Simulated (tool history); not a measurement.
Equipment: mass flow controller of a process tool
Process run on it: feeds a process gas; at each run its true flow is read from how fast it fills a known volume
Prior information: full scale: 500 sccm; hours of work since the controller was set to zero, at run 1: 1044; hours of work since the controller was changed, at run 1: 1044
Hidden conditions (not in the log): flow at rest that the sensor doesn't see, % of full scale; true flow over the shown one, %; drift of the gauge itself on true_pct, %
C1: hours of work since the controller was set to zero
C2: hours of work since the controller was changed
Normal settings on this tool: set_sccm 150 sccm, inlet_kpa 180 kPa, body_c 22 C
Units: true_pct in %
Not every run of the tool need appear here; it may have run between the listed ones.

run 1 day=0 | set_sccm=150 inlet_kpa=180 body_c=22 | C1=1044 C2=1044 | true_pct=99.1
run 2 day=3.688 | set_sccm=150 inlet_kpa=180 body_c=22 | C1=1072 C2=1072 | true_pct=99.03
run 3 day=7.492 | set_sccm=150 inlet_kpa=180 body_c=22 | C1=1101 C2=1101 | true_pct=99.22
run 4 day=14.421 | set_sccm=150 inlet_kpa=180 body_c=22 | C1=1154 C2=1154 | true_pct=99.34
run 5 day=21.112 | set_sccm=150 inlet_kpa=180 body_c=22 | C1=1205 C2=1205 | true_pct=99.31
run 6 day=27.012 | set_sccm=150 inlet_kpa=180 body_c=22 | C1=1250 C2=1250 | true_pct=99.38
run 7 day=34.317 | set_sccm=150 inlet_kpa=180 body_c=22 | C1=1305 C2=1305 | true_pct=99.32
run 8 day=39.475 | set_sccm=150 inlet_kpa=180 body_c=22 | C1=1344 C2=1344 | true_pct=99.53
run 9 day=43.833 | set_sccm=150 inlet_kpa=180 body_c=22 | C1=1378 C2=1378 | true_pct=99.43
run 10 day=50.167 | set_sccm=156 inlet_kpa=180 body_c=22 | C1=1426 C2=1426 | true_pct=99.53
run 11 day=53.321 | set_sccm=156 inlet_kpa=180 body_c=22 | C1=1450 C2=1450 | true_pct=99.44
run 12 day=58.85 | set_sccm=156 inlet_kpa=180 body_c=22 | C1=1492 C2=1492 | true_pct=99.51
run 13 day=64.175 | set_sccm=150 inlet_kpa=180 body_c=22 | C1=1532 C2=1532 | true_pct=99.56
run 14 day=69.129 | set_sccm=150 inlet_kpa=180 body_c=22 | C1=1570 C2=1570 | true_pct=99.44
run 15 day=75.292 | set_sccm=150 inlet_kpa=180 body_c=22 | C1=1617 C2=1617 | true_pct=99.57
run 16 day=81.508 | set_sccm=150 inlet_kpa=180 body_c=22 | C1=1664 C2=1664 | true_pct=99.63
-- day=82.179 controller's zero set anew
run 17 day=85.629 | set_sccm=150 inlet_kpa=180 body_c=22 | C1=26 C2=1695 | true_pct=99.87
run 18 day=89.208 | set_sccm=150 inlet_kpa=180 body_c=22 | C1=53 C2=1722 | true_pct=99.9
run 19 day=93.638 | set_sccm=52 inlet_kpa=180 body_c=22 | C1=87 C2=1756 | true_pct=100.83
run 20 day=98.679 | set_sccm=52 inlet_kpa=180 body_c=22 | C1=125 C2=1794 | true_pct=101.05
run 21 day=106.021 | set_sccm=52 inlet_kpa=180 body_c=22 | C1=181 C2=1850 | true_pct=101.13
run 22 day=112.896 | set_sccm=150 inlet_kpa=180 body_c=22 | C1=233 C2=1902 | true_pct=100.07
run 23 day=116.612 | set_sccm=150 inlet_kpa=180 body_c=22 | C1=262 C2=1931 | true_pct=100.02
-- day=119.271 controller's zero set anew, once more
run 24 day=123.096 | set_sccm=93 inlet_kpa=180 body_c=22 | C1=29 C2=1980 | true_pct=98.78
run 25 day=127.846 | set_sccm=230 inlet_kpa=193 body_c=32 | C1=65 C2=2016 | true_pct=99.1
run 26 day=132.592 | set_sccm=230 inlet_kpa=193 body_c=32 | C1=101 C2=2052 | true_pct=98.96
run 27 day=137.571 | set_sccm=230 inlet_kpa=193 body_c=32 | C1=139 C2=2090 | true_pct=99.16
run 28 day=142.029 | set_sccm=230 inlet_kpa=193 body_c=32 | C1=173 C2=2124 | true_pct=99.03
run 29 day=148.812 | set_sccm=230 inlet_kpa=193 body_c=32 | C1=225 C2=2175 | true_pct=99.08
run 30 day=155.892 | set_sccm=241 inlet_kpa=220 body_c=32 | C1=278 C2=2229 | true_pct=98.98
run 31 day=161.658 | set_sccm=274 inlet_kpa=170 body_c=32 | C1=322 C2=2273 | true_pct=99.61
run 32 day=167.904 | set_sccm=274 inlet_kpa=170 body_c=32 | C1=370 C2=2320 | true_pct=99.53
run 33 day=172.733 | set_sccm=274 inlet_kpa=170 body_c=32 | C1=406 C2=2357 | true_pct=99.6
run 34 day=178.2 | set_sccm=83 inlet_kpa=154 body_c=37 | C1=448 C2=2399 | true_pct=98.56
run 35 day=184.933 | set_sccm=388 inlet_kpa=180 body_c=26 | C1=499 C2=2450 | true_pct=100.53
run 36 day=189.275 | set_sccm=150 inlet_kpa=180 body_c=40 | C1=532 C2=2483 | true_pct=98.56
run 37 day=195.292 | set_sccm=241 inlet_kpa=190 body_c=23 | C1=578 C2=2529 | true_pct=99.7
run 38 day=202.392 | set_sccm=268 inlet_kpa=263 body_c=23 | C1=632 C2=2583 | true_pct=99.53
run 39 day=209.758 | set_sccm=69 inlet_kpa=196 body_c=37 | C1=688 C2=2638 | true_pct=98.58
run 40 day=214.138 | set_sccm=69 inlet_kpa=196 body_c=37 | C1=721 C2=2672 | true_pct=98.63
run 41 day=218.192 | set_sccm=237 inlet_kpa=178 body_c=24 | C1=752 C2=2703 | true_pct=99.95
run 42 day=223.871 | set_sccm=86 inlet_kpa=214 body_c=25 | C1=795 C2=2746 | true_pct=98.96
run 43 day=229.421 | set_sccm=457 inlet_kpa=180 body_c=28 | C1=837 C2=2788 | true_pct=101.05
run 44 day=235.433 | set_sccm=361 inlet_kpa=183 body_c=28 | C1=883 C2=2834 | true_pct=100.52
run 45 day=239.875 | set_sccm=150 inlet_kpa=180 body_c=25 | C1=917 C2=2867 | true_pct=99.47
run 46 day=246.108 | set_sccm=56 inlet_kpa=203 body_c=27 | C1=964 C2=2915 | true_pct=99.4
run 47 day=252.571 | set_sccm=56 inlet_kpa=203 body_c=27 | C1=1013 C2=2964 | true_pct=99.44

Consider 5 possible next runs. They are alternatives, not a sequence: every one starts from the tool as it was left by run 47. What does each give?
run A day=256.304 | set_sccm=150 inlet_kpa=180 body_c=35 | C1=1042 C2=2992 | true_pct=?
run B day=256.304 | set_sccm=333 inlet_kpa=238 body_c=28 | C1=1042 C2=2992 | true_pct=?
run C day=256.304 | set_sccm=67 inlet_kpa=203 body_c=39 | C1=1042 C2=2992 | true_pct=?
run D day=256.304 | set_sccm=56 inlet_kpa=203 body_c=38 | C1=1042 C2=2992 | true_pct=?
run E day=256.304 | set_sccm=483 inlet_kpa=180 body_c=22 | C1=1042 C2=2992 | true_pct=?

run=A true_pct=99.1
run=B true_pct=100.03
run=C true_pct=98.83
run=D true_pct=99.04
run=E true_pct=101.49
Stripped of hidden state, with their random variation kept, the same runs would have yielded:
run=A true_pct=97.35
run=B true_pct=98.52
run=C true_pct=96.54
run=D true_pct=96.56
run=E true_pct=100.04

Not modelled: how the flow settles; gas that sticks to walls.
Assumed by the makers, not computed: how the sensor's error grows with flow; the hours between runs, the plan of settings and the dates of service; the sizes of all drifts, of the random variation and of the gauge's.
